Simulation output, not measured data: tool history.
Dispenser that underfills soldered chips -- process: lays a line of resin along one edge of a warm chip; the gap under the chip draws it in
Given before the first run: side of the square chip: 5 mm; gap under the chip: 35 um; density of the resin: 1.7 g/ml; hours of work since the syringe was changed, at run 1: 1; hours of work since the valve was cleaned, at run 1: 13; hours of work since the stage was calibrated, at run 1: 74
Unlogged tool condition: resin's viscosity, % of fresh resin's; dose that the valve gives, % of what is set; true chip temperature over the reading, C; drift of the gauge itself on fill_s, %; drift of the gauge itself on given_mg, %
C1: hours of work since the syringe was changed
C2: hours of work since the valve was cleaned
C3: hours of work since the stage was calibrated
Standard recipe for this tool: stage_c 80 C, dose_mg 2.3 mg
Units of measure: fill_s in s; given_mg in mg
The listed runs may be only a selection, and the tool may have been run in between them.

run 1 hour=0 | stage_c=80 dose_mg=2.3 | C1=1 C2=13 C3=74 | fill_s=61.3 given_mg=2.282
run 2 hour=11.3 | stage_c=80 dose_mg=2.3 | C1=9 C2=21 C3=81 | fill_s=100.8 given_mg=2.255
-- hour=13.7 new syringe of resin
run 3 hour=22.9 | stage_c=80 dose_mg=2.3 | C1=6 C2=28 C3=89 | fill_s=88.6 given_mg=2.241
-- hour=29.1 new syringe of resin
run 4 hour=37.4 | stage_c=80 dose_mg=2.3 | C1=6 C2=38 C3=98 | fill_s=84.2 given_mg=2.241
-- hour=44.2 new syringe of resin
run 5 hour=48.5 | stage_c=80 dose_mg=2.3 | C1=3 C2=45 C3=106 | fill_s=71.9 given_mg=2.227
-- hour=58.9 new syringe of resin
run 6 hour=59.6 | stage_c=80 dose_mg=2.3 | C1=0 C2=52 C3=113 | fill_s=61.4 given_mg=2.206
run 7 hour=70.8 | stage_c=80 dose_mg=2.3 | C1=8 C2=60 C3=121 | fill_s=98.6 given_mg=2.202
-- hour=74.6 new syringe of resin
run 8 hour=81.6 | stage_c=80 dose_mg=2.3 | C1=5 C2=67 C3=128 | fill_s=81.2 given_mg=2.196
-- hour=89.8 new syringe of resin
run 9 hour=90.1 | stage_c=80 dose_mg=2.3 | C1=0 C2=73 C3=133 | fill_s=60.1 given_mg=2.165
run 10 hour=99 | stage_c=80 dose_mg=2.3 | C1=6 C2=79 C3=139 | fill_s=90 given_mg=2.167
-- hour=104.8 new syringe of resin
-- hour=107.9 dispensing valve cleaned and set on the balance
run 11 hour=111.8 | stage_c=80 dose_mg=2.3 | C1=4 C2=3 C3=147 | fill_s=77 given_mg=2.293
run 12 hour=118 | stage_c=80 dose_mg=2.3 | C1=8 C2=7 C3=151 | fill_s=100.3 given_mg=2.288
-- hour=121.3 new syringe of resin
run 13 hour=132.4 | stage_c=66 dose_mg=2.3 | C1=8 C2=16 C3=161 | fill_s=214.3 given_mg=2.268
-- hour=136 new syringe of resin
run 14 hour=141.9 | stage_c=67 dose_mg=2.3 | C1=4 C2=23 C3=167 | fill_s=160.4 given_mg=2.272
-- hour=150.5 new syringe of resin
run 15 hour=156.6 | stage_c=67 dose_mg=2.3 | C1=4 C2=32 C3=177 | fill_s=159.1 given_mg=2.247
run 16 hour=163.2 | stage_c=79 dose_mg=2.3 | C1=9 C2=37 C3=181 | fill_s=110.8 given_mg=2.227
-- hour=165.6 new syringe of resin
run 17 hour=177.5 | stage_c=79 dose_mg=2.3 | C1=8 C2=46 C3=190 | fill_s=110.1 given_mg=2.221
-- hour=181 new syringe of resin
run 18 hour=183.8 | stage_c=80 dose_mg=2.3 | C1=2 C2=50 C3=194 | fill_s=71.7 given_mg=2.215
run 19 hour=191.7 | stage_c=80 dose_mg=2.42 | C1=7 C2=56 C3=200 | fill_s=101.7 given_mg=2.313
-- hour=195.9 new syringe of resin
run 20 hour=200.1 | stage_c=90 dose_mg=2.3 | C1=3 C2=61 C3=205 | fill_s=45.2 given_mg=2.196
run 21 hour=208.2 | stage_c=73 dose_mg=2.86 | C1=8 C2=66 C3=211 | fill_s=148.5 given_mg=2.705
-- hour=210.4 new syringe of resin
run 22 hour=222.5 | stage_c=67 dose_mg=2.26 | C1=8 C2=76 C3=220 | fill_s=213.2 given_mg=2.139
-- hour=225.3 new syringe of resin
-- hour=234.9 dispensing valve cleaned and set on the balance
run 23 hour=237.3 | stage_c=67 dose_mg=2.26 | C1=7 C2=2 C3=229 | fill_s=198.1 given_mg=2.248
-- hour=241.4 new syringe of resin
run 24 hour=251.9 | stage_c=90 dose_mg=2.87 | C1=7 C2=11 C3=239 | fill_s=58.9 given_mg=2.832
-- hour=256.8 new syringe of resin
run 25 hour=261.6 | stage_c=90 dose_mg=2.87 | C1=3 C2=18 C3=245 | fill_s=46.3 given_mg=2.83
-- hour=271.2 new syringe of resin
run 26 hour=271.2 | stage_c=90 dose_mg=2.87 | C1=0 C2=24 C3=252 | fill_s=38.3 given_mg=2.802
run 27 hour=284.1 | stage_c=90 dose_mg=2.96 | C1=9 C2=33 C3=260 | fill_s=65.2 given_mg=2.878
-- hour=286.2 new syringe of resin
run 28 hour=297.2 | stage_c=90 dose_mg=2.96 | C1=7 C2=41 C3=269 | fill_s=60.5 given_mg=2.856
-- hour=301.1 new syringe of resin
run 29 hour=308.6 | stage_c=90 dose_mg=2.96 | C1=5 C2=49 C3=276 | fill_s=50.9 given_mg=2.836
run 30 hour=315 | stage_c=89 dose_mg=2.31 | C1=9 C2=53 C3=281 | fill_s=73.3 given_mg=2.222
-- hour=316.4 new syringe of resin
run 31 hour=326.6 | stage_c=80 dose_mg=2.06 | C1=7 C2=61 C3=288 | fill_s=102.5 given_mg=1.961
-- hour=331.6 new syringe of resin
run 32 hour=336.6 | stage_c=94 dose_mg=2.97 | C1=3 C2=67 C3=295 | fill_s=38.8 given_mg=2.815
run 33 hour=343.1 | stage_c=94 dose_mg=2.97 | C1=8 C2=72 C3=299 | fill_s=51 given_mg=2.809
-- hour=346.5 new syringe of resin
run 34 hour=355.5 | stage_c=88 dose_mg=2.97 | C1=6 C2=80 C3=307 | fill_s=61.9 given_mg=2.785
-- hour=360.9 new syringe of resin
-- hour=361.9 dispensing valve cleaned and set on the balance
run 35 hour=362.6 | stage_c=88 dose_mg=2.97 | C1=0 C2=0 C3=311 | fill_s=44.2 given_mg=2.967
run 36 hour=371.6 | stage_c=86 dose_mg=2.06 | C1=7 C2=7 C3=317 | fill_s=72.4 given_mg=2.054

The same runs without the tool's hidden state, with the same run-to-run variation:
run=1 fill_s=55.6 given_mg=2.308
run=2 fill_s=56 given_mg=2.295
run=3 fill_s=56.3 given_mg=2.294
run=4 fill_s=56 given_mg=2.309
run=5 fill_s=57 given_mg=2.306
run=6 fill_s=56.1 given_mg=2.298
run=7 fill_s=55.4 given_mg=2.307
run=8 fill_s=55.7 given_mg=2.314
run=9 fill_s=55.7 given_mg=2.292
run=10 fill_s=56.8 given_mg=2.303
run=11 fill_s=56.7 given_mg=2.302
run=12 fill_s=56.4 given_mg=2.304
run=13 fill_s=120.3 given_mg=2.298
run=14 fill_s=114.5 given_mg=2.312
run=15 fill_s=113.2 given_mg=2.303
run=16 fill_s=59.4 given_mg=2.291
run=17 fill_s=59.7 given_mg=2.3
run=18 fill_s=56.8 given_mg=2.299
run=19 fill_s=57.2 given_mg=2.411
run=20 fill_s=34.7 given_mg=2.297
run=21 fill_s=80 given_mg=2.843
run=22 fill_s=115.7 given_mg=2.264
run=23 fill_s=114.1 given_mg=2.258
run=24 fill_s=33.8 given_mg=2.865
run=25 fill_s=34.4 given_mg=2.876
run=26 fill_s=34.7 given_mg=2.862
run=27 fill_s=33.8 given_mg=2.958
run=28 fill_s=34.3 given_mg=2.954
run=29 fill_s=33.5 given_mg=2.951
run=30 fill_s=36.1 given_mg=2.32
run=31 fill_s=57.5 given_mg=2.059
run=32 fill_s=27.7 given_mg=2.969
run=33 fill_s=27.5 given_mg=2.972
run=34 fill_s=36.9 given_mg=2.965
run=35 fill_s=38.1 given_mg=2.969
run=36 fill_s=42.2 given_mg=2.065
